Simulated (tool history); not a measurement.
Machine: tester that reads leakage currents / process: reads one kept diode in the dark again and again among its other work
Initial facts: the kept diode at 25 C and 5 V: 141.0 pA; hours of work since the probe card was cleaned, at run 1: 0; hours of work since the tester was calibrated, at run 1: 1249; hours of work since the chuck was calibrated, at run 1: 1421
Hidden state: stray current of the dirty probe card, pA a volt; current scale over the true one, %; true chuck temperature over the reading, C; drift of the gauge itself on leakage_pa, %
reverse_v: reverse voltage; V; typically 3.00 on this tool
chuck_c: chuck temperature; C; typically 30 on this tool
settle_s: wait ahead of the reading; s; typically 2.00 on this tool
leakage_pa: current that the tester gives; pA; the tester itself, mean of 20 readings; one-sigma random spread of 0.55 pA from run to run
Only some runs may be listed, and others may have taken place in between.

run	hour	reverse_v	chuck_c	settle_s	hours of work since the probe card was cleaned	hours of work since the tester was calibrated	hours of work since the chuck was calibrated	leakage_pa
1	0.0	3.00	30	2.00	0	1249	1421	202.59
2	195.7	3.00	30	2.00	131	1380	1551	204.23
3	372.9	10.66	30	2.00	249	1498	1669	357.49
4	476.6	10.66	30	1.41	318	1567	1739	360.62
5	706.0	10.66	30	1.41	471	1720	1892	365.43
# hour 782.4: chuck's temperature calibrated
6	907.6	10.66	30	1.41	604	1853	84	319.13
7	1107.1	10.66	30	1.41	737	1986	217	323.07
8	1349.6	3.00	30	2.00	899	2148	379	187.94
9	1510.9	3.00	30	2.00	1007	2256	486	189.80
10	1698.5	3.00	30	2.00	1132	2381	611	193.16
11	1820.4	3.00	30	2.00	1213	2462	693	193.20
# hour 1866.3: probe card cleaned and baked
12	2044.5	3.00	23	2.00	119	2610	840	99.77
13	2155.8	3.00	23	2.00	193	2684	914	101.02
14	2279.0	3.00	23	2.00	275	2766	997	101.57
15	2456.9	3.00	30	2.00	394	2885	1115	197.09
16	2599.8	2.73	30	2.00	489	2980	1211	191.77
17	2821.3	14.51	56	6.19	637	3128	1358	3579.15
18	3032.2	2.14	41	2.00	778	3269	1499	468.22
19	3267.6	10.99	30	1.95	935	3426	1656	369.29
20	3381.9	10.99	56	1.95	1011	3502	1733	3249.78
21	3492.0	10.99	56	1.95	1085	3576	1806	3272.81
# hour 3689.1: chuck's temperature calibrated
# hour 3727.7: probe card cleaned and baked
22	3732.7	10.25	57	1.45	3	3733	27	2990.73
23	3851.9	10.25	57	1.45	83	3812	107	3003.29
24	4041.3	1.70	30	1.10	209	3939	233	142.28
# hour 4193.6: tester calibrated
25	4295.0	3.00	30	9.65	377	68	401	189.00
26	4494.6	3.00	33	2.00	510	201	534	252.43
27	4710.2	16.39	33	1.22	654	345	678	536.10
28	4844.5	19.31	30	2.00	744	434	768	441.34
29	4974.7	19.31	30	2.00	831	521	854	444.48
30	5195.3	3.00	23	2.00	978	668	1002	104.24
31	5299.4	12.42	29	2.84	1047	738	1071	341.90
32	5455.1	1.12	31	0.42	1151	842	1175	145.06

Take each entry between the runs: how does the hidden state at the last listed run before it differ from the hidden state at the first listed run after it?
In the gap between runs 5 and 6: chuck's temperature calibrated (hour 782.4)
  stray current of the dirty probe card, pA a volt: 0.387 -> 0.494; current scale over the true one, %: -1.14 -> -1.22; true chuck temperature over the reading, C: 1.62 -> 0.09
  measured value less the no-hidden-state value, leakage_pa: +49.97 -> +3.66 pA
In the gap between runs 11 and 12: probe card cleaned and baked (hour 1866.3)
  stray current of the dirty probe card, pA a volt: 0.973 -> 0.115; current scale over the true one, %: -1.64 -> -1.74; true chuck temperature over the reading, C: 0.66 -> 0.79
  measured value less the no-hidden-state value, leakage_pa: +11.08 -> +5.95 pA
In the gap between runs 21 and 22: chuck's temperature calibrated (hour 3689.1); probe card cleaned and baked (hour 3727.7)
  stray current of the dirty probe card, pA a volt: 0.854 -> 0.026; current scale over the true one, %: -2.39 -> -2.5; true chuck temperature over the reading, C: 1.7 -> -0.03
  measured value less the no-hidden-state value, leakage_pa: +345.89 -> -83.40 pA
In the gap between runs 24 and 25: tester calibrated (hour 4193.6)
  stray current of the dirty probe card, pA a volt: 0.175 -> 0.298; current scale over the true one, %: -2.63 -> 0.12; true chuck temperature over the reading, C: 0.17 -> 0.34
  measured value less the no-hidden-state value, leakage_pa: -1.37 -> +6.82 pA
